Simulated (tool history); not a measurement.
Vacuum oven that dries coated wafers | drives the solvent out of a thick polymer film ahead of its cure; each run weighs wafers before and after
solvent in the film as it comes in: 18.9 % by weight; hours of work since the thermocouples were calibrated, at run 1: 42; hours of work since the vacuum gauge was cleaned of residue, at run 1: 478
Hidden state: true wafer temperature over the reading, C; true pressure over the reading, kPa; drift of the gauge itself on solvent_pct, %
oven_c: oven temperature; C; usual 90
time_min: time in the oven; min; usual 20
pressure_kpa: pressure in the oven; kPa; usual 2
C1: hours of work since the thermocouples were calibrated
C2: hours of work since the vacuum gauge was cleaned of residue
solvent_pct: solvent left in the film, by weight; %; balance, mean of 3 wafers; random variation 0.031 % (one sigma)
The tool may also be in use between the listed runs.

Run 1, hour 0: usual settings; C1 42; C2 478. Result: solvent_pct 1.66 %.
Run 2, hour 51.1: usual settings; C1 78; C2 513. Result: solvent_pct 1.64 %.
Run 3, hour 118.9: usual settings; C1 125; C2 561. Result: solvent_pct 1.65 %.
Run 4, hour 158.9: usual settings; C1 153; C2 589. Result: solvent_pct 1.64 %.
Run 5, hour 200.5: usual settings but time_min 27 min; C1 182; C2 618. Result: solvent_pct 1.2 %.
Run 6, hour 235.4: usual settings but time_min 27 min; C1 207; C2 642. Result: solvent_pct 1.25 %.
Run 7, hour 276: usual settings but time_min 27 min; C1 235; C2 671. Result: solvent_pct 1.24 %.
Run 8, hour 309.5: usual settings; C1 259; C2 694. Result: solvent_pct 1.69 %.
Run 9, hour 376.2: usual settings; C1 306; C2 741. Result: solvent_pct 1.67 %.
Run 10, hour 416.3: usual settings; C1 334; C2 769. Result: solvent_pct 1.68 %.
Run 11, hour 477.9: usual settings; C1 377; C2 812. Result: solvent_pct 1.67 %.
Run 12, hour 547.8: usual settings; C1 426; C2 861. Result: solvent_pct 1.67 %.
Run 13, hour 612.2: usual settings; C1 471; C2 907. Result: solvent_pct 1.62 %.
Run 14, hour 650.1: usual settings; C1 498; C2 933. Result: solvent_pct 1.65 %.
Run 15, hour 703.2: usual settings; C1 535; C2 970. Result: solvent_pct 1.74 %.
Run 16, hour 771.3: usual settings but oven_c 83 C, time_min 30 min, pressure_kpa 1.49 kPa; C1 583; C2 1018. Result: solvent_pct 1.83 %.
Run 17, hour 837.9: usual settings but oven_c 92 C, time_min 22 min; C1 629; C2 1065. Result: solvent_pct 1.26 %.
Run 18, hour 881.3: usual settings but oven_c 92 C, time_min 22 min; C1 660; C2 1095. Result: solvent_pct 1.23 %.
Run 19, hour 945.8: usual settings but oven_c 92 C, time_min 22 min; C1 705; C2 1140. Result: solvent_pct 1.22 %.
Run 20, hour 1017.4: usual settings but oven_c 94 C, time_min 29 min, pressure_kpa 1.77 kPa; C1 755; C2 1191. Result: solvent_pct 0.83 %.
At hour 1032: oven's thermocouples calibrated.
Run 21, hour 1073.2: usual settings but oven_c 96 C, time_min 13 min, pressure_kpa 1.11 kPa; C1 29; C2 1228. Result: solvent_pct 1.14 %.
Run 22, hour 1135.7: usual settings but oven_c 99 C; C1 73; C2 1272. Result: solvent_pct 0.76 %.
Run 23, hour 1201.3: usual settings but oven_c 88 C, time_min 35 min; C1 119; C2 1318. Result: solvent_pct 1.14 %.
Run 24, hour 1265.9: usual settings but oven_c 88 C, time_min 19 min, pressure_kpa 1.48 kPa; C1 164; C2 1363. Result: solvent_pct 1.93 %.
Run 25, hour 1329.6: usual settings but oven_c 88 C, time_min 19 min, pressure_kpa 3.35 kPa; C1 209; C2 1408. Result: solvent_pct 2.83 %.
Run 26, hour 1380: usual settings but oven_c 88 C, time_min 19 min, pressure_kpa 3.35 kPa; C1 244; C2 1443. Result: solvent_pct 2.85 %.

How the hidden state differs across the entries between the runs, from the last listed run before each to the first after it:
Between runs 20 and 21: oven's thermocouples calibrated (hour 1032)
  true wafer temperature over the reading, C: -0.09 -> 0.01; true pressure over the reading, kPa: 0.015 -> 0.016
